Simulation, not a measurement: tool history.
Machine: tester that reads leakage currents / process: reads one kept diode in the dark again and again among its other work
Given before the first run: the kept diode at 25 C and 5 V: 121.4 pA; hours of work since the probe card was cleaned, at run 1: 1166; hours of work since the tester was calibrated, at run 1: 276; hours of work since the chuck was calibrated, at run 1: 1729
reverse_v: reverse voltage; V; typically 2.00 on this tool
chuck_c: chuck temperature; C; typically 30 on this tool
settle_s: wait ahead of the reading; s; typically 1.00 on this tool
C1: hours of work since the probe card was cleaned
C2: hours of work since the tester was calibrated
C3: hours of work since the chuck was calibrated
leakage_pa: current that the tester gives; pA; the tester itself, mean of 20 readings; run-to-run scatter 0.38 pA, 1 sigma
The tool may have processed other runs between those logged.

run 1 hour=0.0 | reverse_v=2.00 chuck_c=30 settle_s=1.00 | C1=1166 C2=276 C3=1729 | leakage_pa=126.25
run 2 hour=98.4 | reverse_v=2.00 chuck_c=30 settle_s=1.00 | C1=1243 C2=353 C3=1805 | leakage_pa=126.16
run 3 hour=271.6 | reverse_v=2.00 chuck_c=30 settle_s=1.00 | C1=1377 C2=487 C3=1940 | leakage_pa=126.76
run 4 hour=403.5 | reverse_v=2.00 chuck_c=30 settle_s=1.00 | C1=1480 C2=590 C3=2042 | leakage_pa=127.01
-- hour=449.0 probe card cleaned and baked
run 5 hour=560.5 | reverse_v=2.00 chuck_c=30 settle_s=7.20 | C1=87 C2=710 C3=2162 | leakage_pa=126.53
-- hour=595.5 chuck's temperature calibrated
run 6 hour=714.7 | reverse_v=2.00 chuck_c=30 settle_s=7.20 | C1=205 C2=828 C3=93 | leakage_pa=126.52
run 7 hour=884.7 | reverse_v=2.00 chuck_c=30 settle_s=1.00 | C1=337 C2=960 C3=225 | leakage_pa=126.43
run 8 hour=1025.9 | reverse_v=2.00 chuck_c=30 settle_s=1.00 | C1=447 C2=1070 C3=334 | leakage_pa=126.41
run 9 hour=1097.1 | reverse_v=2.00 chuck_c=41 settle_s=1.00 | C1=502 C2=1125 C3=390 | leakage_pa=292.49
run 10 hour=1214.3 | reverse_v=2.00 chuck_c=30 settle_s=2.40 | C1=593 C2=1216 C3=481 | leakage_pa=126.59
run 11 hour=1350.4 | reverse_v=4.77 chuck_c=34 settle_s=2.40 | C1=699 C2=1322 C3=587 | leakage_pa=244.98
run 12 hour=1467.2 | reverse_v=4.77 chuck_c=34 settle_s=2.40 | C1=790 C2=1413 C3=677 | leakage_pa=244.44
run 13 hour=1562.3 | reverse_v=1.44 chuck_c=36 settle_s=2.40 | C1=864 C2=1487 C3=751 | leakage_pa=177.63
run 14 hour=1634.1 | reverse_v=1.10 chuck_c=23 settle_s=2.97 | C1=919 C2=1542 C3=807 | leakage_pa=56.69
run 15 hour=1781.1 | reverse_v=1.92 chuck_c=20 settle_s=0.53 | C1=1034 C2=1657 C3=921 | leakage_pa=55.58
run 16 hour=1908.3 | reverse_v=2.99 chuck_c=24 settle_s=0.84 | C1=1133 C2=1755 C3=1020 | leakage_pa=92.92
run 17 hour=2071.8 | reverse_v=2.99 chuck_c=24 settle_s=0.84 | C1=1260 C2=1883 C3=1147 | leakage_pa=91.92
run 18 hour=2147.5 | reverse_v=3.78 chuck_c=22 settle_s=0.84 | C1=1319 C2=1941 C3=1206 | leakage_pa=86.64
run 19 hour=2307.0 | reverse_v=6.12 chuck_c=24 settle_s=0.77 | C1=1442 C2=2065 C3=1330 | leakage_pa=124.14

Take each entry between the runs: how does the hidden state at the last listed run before it differ from the hidden state at the first listed run after it?
Logged between run 4 and run 5: probe card cleaned and baked (hour 449.0)
  stray current of the dirty probe card, pA a volt: 0.052 -> 0.022
Logged between run 5 and run 6: chuck's temperature calibrated (hour 595.5)
  stray current of the dirty probe card, pA a volt: 0.022 -> 0.024; true chuck temperature over the reading, C: -0.01 -> 0
